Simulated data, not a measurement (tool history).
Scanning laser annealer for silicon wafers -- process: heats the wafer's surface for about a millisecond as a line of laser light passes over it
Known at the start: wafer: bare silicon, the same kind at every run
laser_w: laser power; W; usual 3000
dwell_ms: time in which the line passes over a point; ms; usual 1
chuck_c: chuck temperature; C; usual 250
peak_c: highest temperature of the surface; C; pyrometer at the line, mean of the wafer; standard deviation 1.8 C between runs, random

run,hour,laser_w,dwell_ms,chuck_c,peak_c
1,0,3000,1,250,1036
2,23.2,3000,0.79,250,954
3,63.3,3000,0.79,250,953
4,91.6,3000,0.79,250,949
5,109.5,3000,0.79,250,954
6,138.2,3000,0.97,250,1023
7,181.5,3000,0.97,250,1027
8,214.4,3000,0.97,250,1025
9,236.5,2699,1,250,964
10,268.7,2699,1,250,961
11,310.9,2665,1,250,956
12,342.8,2665,1,250,958
13,367.3,3088,1,250,1060
14,411.3,3088,1,250,1057
15,446,3000,1,250,1034
16,477.2,3000,1,250,1034
17,506.4,3000,1,250,1034
18,529.4,3000,1,272,1056
19,562.4,3000,1,272,1057
20,605.6,3000,1,250,1036
21,646.1,3000,1,224,1013
22,664.3,3169,1.13,283,1162
23,707.5,2866,1.2,252,1074
24,747.5,2866,1.2,252,1075
25,778.6,2866,1.2,252,1075
26,816.7,3053,1,250,1052
27,839.1,2974,0.97,277,1049
28,859.7,2767,1.2,221,1018
29,887.5,3199,0.96,213,1031
30,905.5,3199,0.96,213,1034
31,933.5,2609,1,255,950
32,972.1,2829,1,213,960
33,1014.7,2913,0.93,231,969
34,1042.5,3000,0.97,250,1026
35,1085.2,2749,1,230,957
36,1110.4,3018,1,266,1058
37,1135.5,2785,1,233,970
38,1153.5,2571,1.07,250,953
39,1175.1,2742,1.09,278,1031
40,1213.7,2742,1.09,278,1032
41,1243.9,2742,1.09,278,1035
42,1284.6,3132,0.89,250,1022

Put back what was entered between runs (2 entries, withheld): which listed runs does each sit between, and how does the hidden state differ from the listed run before to the listed run after?
Between runs 20 and 21: window over the wafer cleaned (hour 628.5)
  light that passes the window, % of a clean one's: 99.8 -> 99.98
Between runs 31 and 32: optics aligned, line set to its width (hour 969.5)
  light that passes the window, % of a clean one's: 99.93 -> 99.92; width of the line over the set one, %: 0.17 -> 0.01

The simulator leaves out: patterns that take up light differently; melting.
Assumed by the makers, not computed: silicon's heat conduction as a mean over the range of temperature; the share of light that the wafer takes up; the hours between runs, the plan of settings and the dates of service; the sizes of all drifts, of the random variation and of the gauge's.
